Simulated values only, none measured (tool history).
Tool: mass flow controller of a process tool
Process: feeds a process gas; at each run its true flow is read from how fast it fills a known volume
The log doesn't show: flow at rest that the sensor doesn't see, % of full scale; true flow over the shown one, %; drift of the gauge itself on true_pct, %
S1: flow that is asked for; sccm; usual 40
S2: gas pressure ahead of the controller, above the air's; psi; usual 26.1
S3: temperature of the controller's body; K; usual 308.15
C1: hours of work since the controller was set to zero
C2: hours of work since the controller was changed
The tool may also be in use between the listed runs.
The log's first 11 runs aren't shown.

Run 12, day 189.396: usual settings; C1 5614; C2 5614. Result: true flow (%) 102.16.
Run 13, day 206.862: usual settings but S3 303.15 K; C1 5942; C2 5942. Result: true flow (%) 102.03.
Run 14, day 222.533: usual settings but S3 303.15 K; C1 6237; C2 6237. Result: true flow (%) 102.26.
At day 232.896: controller's zero set anew.
Run 15, day 236.383: usual settings; C1 66; C2 6497. Result: true flow (%) 101.78.
Run 16, day 253.483: usual settings but S1 23 sccm, S3 300.15 K; C1 387; C2 6819. Result: true flow (%) 101.03.
Run 17, day 267.983: usual settings but S3 311.15 K; C1 660; C2 7092. Result: true flow (%) 102.12.
Run 18, day 278.058: usual settings but S1 48 sccm, S2 27.7 psi, S3 299.15 K; C1 850; C2 7282. Result: true flow (%) 101.69.
Run 19, day 293.921: usual settings; C1 1148; C2 7580. Result: true flow (%) 102.11.
Run 20, day 310.929: usual settings but S1 21 sccm, S2 38.9 psi, S3 313.15 K; C1 1468; C2 7900. Result: true flow (%) 101.78.
Run 21, day 322.233: usual settings but S1 24 sccm, S2 31.2 psi, S3 309.15 K; C1 1681; C2 8113. Result: true flow (%) 101.91.
Run 22, day 339.808: usual settings but S1 24 sccm, S2 31.2 psi, S3 309.15 K; C1 2012; C2 8444. Result: true flow (%) 101.98.
Run 23, day 354.592: usual settings but S1 24 sccm, S2 20.5 psi, S3 309.15 K; C1 2290; C2 8722. Result: true flow (%) 102.65.
Run 24, day 373.275: usual settings but S2 33.1 psi, S3 303.15 K; C1 2642; C2 9074. Result: true flow (%) 102.18.
Run 25, day 393.112: usual settings but S1 32 sccm; C1 3015; C2 9447. Result: true flow (%) 102.67.
Run 26, day 411.792: usual settings but S1 32 sccm, S2 22.6 psi; C1 3367; C2 9799. Result: true flow (%) 102.87.
Run 27, day 432.229: usual settings but S1 28 sccm; C1 3751; C2 10183. Result: true flow (%) 102.9.
Run 28, day 447.025: usual settings but S1 24 sccm, S3 294.15 K; C1 4030; C2 10462. Result: true flow (%) 102.09.
Run 29, day 461.267: usual settings but S1 17 sccm, S2 22.5 psi, S3 293.15 K; C1 4298; C2 10730. Result: true flow (%) 102.61.
Run 30, day 483.896: usual settings but S1 17 sccm, S2 22.5 psi, S3 293.15 K; C1 4724; C2 11155. Result: true flow (%) 102.76.

4 ways to go on from here, each from the tool as it stands after run 30. What would each give?
At day 490.267: controller exchanged for a calibrated one.
Run A, day 496.792: usual settings but S2 23.2 psi, S3 293.15 K; C1 123; C2 123. Result: true flow (%) ?.
At day 490.267: controller exchanged for a calibrated one.
Run B, day 496.792: usual settings but S1 22 sccm, S2 38.3 psi, S3 296.15 K; C1 123; C2 123. Result: true flow (%) ?.
At day 490.267: controller exchanged for a calibrated one.
Run C, day 496.792: usual settings but S1 7 sccm, S2 36.4 psi, S3 293.15 K; C1 123; C2 123. Result: true flow (%) ?.
At day 490.267: controller exchanged for a calibrated one.
Run D, day 496.792: usual settings but S1 8 sccm, S2 22.6 psi, S3 300.15 K; C1 123; C2 123. Result: true flow (%) ?.

run  true flow (%)
  A           99.8
  B          99.09
  C          98.83
  D           99.6
Without the tool's hidden state the same runs would have given:
run  true flow (%)
  A          99.53
  B          98.79
  C          98.41
  D           99.2
